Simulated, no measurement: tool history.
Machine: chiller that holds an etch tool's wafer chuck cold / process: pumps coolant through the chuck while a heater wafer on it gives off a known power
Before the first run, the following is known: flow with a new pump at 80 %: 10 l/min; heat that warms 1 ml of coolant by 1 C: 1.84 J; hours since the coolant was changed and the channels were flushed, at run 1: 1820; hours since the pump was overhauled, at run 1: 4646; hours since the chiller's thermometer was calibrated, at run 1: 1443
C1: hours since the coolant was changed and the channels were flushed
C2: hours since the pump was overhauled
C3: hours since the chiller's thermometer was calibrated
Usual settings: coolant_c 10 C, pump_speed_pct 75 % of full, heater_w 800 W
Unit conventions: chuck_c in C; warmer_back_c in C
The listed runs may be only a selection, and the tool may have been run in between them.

{"run": 1, "hour": 0.0, "coolant_c": 10, "pump_speed_pct": 75, "heater_w": 800, "C1": 1820, "C2": 4646, "C3": 1443, "chuck_c": 16.85, "warmer_back_c": 3.08}
{"run": 2, "hour": 78.3, "coolant_c": 10, "pump_speed_pct": 75, "heater_w": 800, "C1": 1898, "C2": 4724, "C3": 1521, "chuck_c": 16.99, "warmer_back_c": 3.1}
{"run": 3, "hour": 175.2, "coolant_c": 10, "pump_speed_pct": 75, "heater_w": 800, "C1": 1995, "C2": 4821, "C3": 1618, "chuck_c": 17.06, "warmer_back_c": 3.12}
{"run": 4, "hour": 258.3, "coolant_c": 10, "pump_speed_pct": 75, "heater_w": 800, "C1": 2078, "C2": 4904, "C3": 1701, "chuck_c": 17.05, "warmer_back_c": 3.13}
{"run": 5, "hour": 339.9, "coolant_c": 10, "pump_speed_pct": 75, "heater_w": 800, "C1": 2160, "C2": 4986, "C3": 1783, "chuck_c": 16.98, "warmer_back_c": 3.16}
{"run": 6, "hour": 431.0, "coolant_c": 10, "pump_speed_pct": 75, "heater_w": 734, "C1": 2251, "C2": 5077, "C3": 1874, "chuck_c": 16.32, "warmer_back_c": 2.85}
{"run": 7, "hour": 514.4, "coolant_c": 4, "pump_speed_pct": 75, "heater_w": 800, "C1": 2335, "C2": 5160, "C3": 1957, "chuck_c": 10.87, "warmer_back_c": 3.13}
{"hour": 521.8, "done": "chiller's thermometer calibrated"}
{"run": 8, "hour": 608.0, "coolant_c": 4, "pump_speed_pct": 75, "heater_w": 800, "C1": 2427, "C2": 5253, "C3": 86, "chuck_c": 10.87, "warmer_back_c": 3.11}
{"run": 9, "hour": 655.6, "coolant_c": 4, "pump_speed_pct": 75, "heater_w": 800, "C1": 2475, "C2": 5300, "C3": 134, "chuck_c": 11.23, "warmer_back_c": 3.11}
{"hour": 717.0, "done": "chiller's thermometer calibrated, once more"}
{"run": 10, "hour": 748.5, "coolant_c": 10, "pump_speed_pct": 75, "heater_w": 800, "C1": 2567, "C2": 5392, "C3": 32, "chuck_c": 17.14, "warmer_back_c": 3.22}
{"run": 11, "hour": 812.9, "coolant_c": 10, "pump_speed_pct": 75, "heater_w": 745, "C1": 2631, "C2": 5457, "C3": 96, "chuck_c": 16.42, "warmer_back_c": 2.91}
{"run": 12, "hour": 914.8, "coolant_c": 4, "pump_speed_pct": 68, "heater_w": 800, "C1": 2733, "C2": 5558, "C3": 198, "chuck_c": 11.82, "warmer_back_c": 3.49}
{"run": 13, "hour": 1017.8, "coolant_c": 14, "pump_speed_pct": 92, "heater_w": 410, "C1": 2836, "C2": 5661, "C3": 301, "chuck_c": 17.14, "warmer_back_c": 1.34}
{"run": 14, "hour": 1127.9, "coolant_c": 14, "pump_speed_pct": 92, "heater_w": 410, "C1": 2946, "C2": 5772, "C3": 411, "chuck_c": 17.13, "warmer_back_c": 1.32}
{"run": 15, "hour": 1200.3, "coolant_c": 15, "pump_speed_pct": 70, "heater_w": 800, "C1": 3018, "C2": 5844, "C3": 483, "chuck_c": 22.26, "warmer_back_c": 3.42}
{"run": 16, "hour": 1271.4, "coolant_c": 15, "pump_speed_pct": 70, "heater_w": 800, "C1": 3090, "C2": 5915, "C3": 554, "chuck_c": 22.7, "warmer_back_c": 3.41}
{"run": 17, "hour": 1359.3, "coolant_c": 15, "pump_speed_pct": 70, "heater_w": 800, "C1": 3177, "C2": 6003, "C3": 642, "chuck_c": 22.55, "warmer_back_c": 3.39}
{"run": 18, "hour": 1477.7, "coolant_c": 7, "pump_speed_pct": 63, "heater_w": 487, "C1": 3296, "C2": 6121, "C3": 761, "chuck_c": 11.89, "warmer_back_c": 2.34}
{"run": 19, "hour": 1539.7, "coolant_c": 3, "pump_speed_pct": 76, "heater_w": 1153, "C1": 3358, "C2": 6183, "C3": 823, "chuck_c": 13.33, "warmer_back_c": 4.52}

Forecast run 20:
{"run": 20, "hour": 1608.2, "coolant_c": 19, "pump_speed_pct": 74, "heater_w": 1014, "C1": 3426, "C2": 6252, "C3": 891, "chuck_c": "?", "warmer_back_c": "?"}

chuck_c: 28.26 C
warmer_back_c: 4.09 C
With no hidden state in the tool, this same run would have given chuck_c 27.16 C, warmer_back_c 3.58 C.

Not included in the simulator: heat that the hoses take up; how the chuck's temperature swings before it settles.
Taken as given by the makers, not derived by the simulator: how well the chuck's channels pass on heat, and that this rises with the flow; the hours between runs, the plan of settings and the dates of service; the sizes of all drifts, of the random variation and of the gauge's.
